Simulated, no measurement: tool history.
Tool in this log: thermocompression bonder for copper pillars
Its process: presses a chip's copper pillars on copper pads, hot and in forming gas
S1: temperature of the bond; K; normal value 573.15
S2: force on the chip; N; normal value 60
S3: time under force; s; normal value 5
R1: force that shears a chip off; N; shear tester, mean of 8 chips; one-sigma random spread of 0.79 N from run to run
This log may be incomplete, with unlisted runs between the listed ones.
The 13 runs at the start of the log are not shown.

run   hour      S1  S2  S3     R1
 14  460.6  599.15  84   5  101.8
 15  489.8  599.15  84   5  101.5
 16  536.2  573.15  60   3   46.7
 17  566.8  573.15  60   3     46
 18  597.9  544.15  60   3     27
     619.3  -- force cell calibrated
 19  623.5  544.15  60   3   25.6
 20  643.8  544.15  60   3   24.3
     648.5  -- forming gas filter changed
 21  691.3  544.15  60   3   27.1
 22  727.5  597.15  61   5   77.9
 23  767.6  597.15  61   5   74.3
 24  802.4  550.15  55   4   30.7
 25  837.3  550.15  55   4   29.7
 26  867.2  600.15  55   4   64.1
 27  888.2  596.15  71  15  108.4
 28  913.3  577.15  75   5   66.8
 29  937.7  580.15  60   5   56.9
 30  974.6  576.15  45   9   50.1
 31  995.2  597.15  53   9   76.8

Run 32 has not been measured yet. What should we expect?
 32  1029.5  566.15  60   6   ?

{"run 32": {"R1": 48.3}}
Minus the tool's unlogged condition, the same run would have read R1 58.7 N.

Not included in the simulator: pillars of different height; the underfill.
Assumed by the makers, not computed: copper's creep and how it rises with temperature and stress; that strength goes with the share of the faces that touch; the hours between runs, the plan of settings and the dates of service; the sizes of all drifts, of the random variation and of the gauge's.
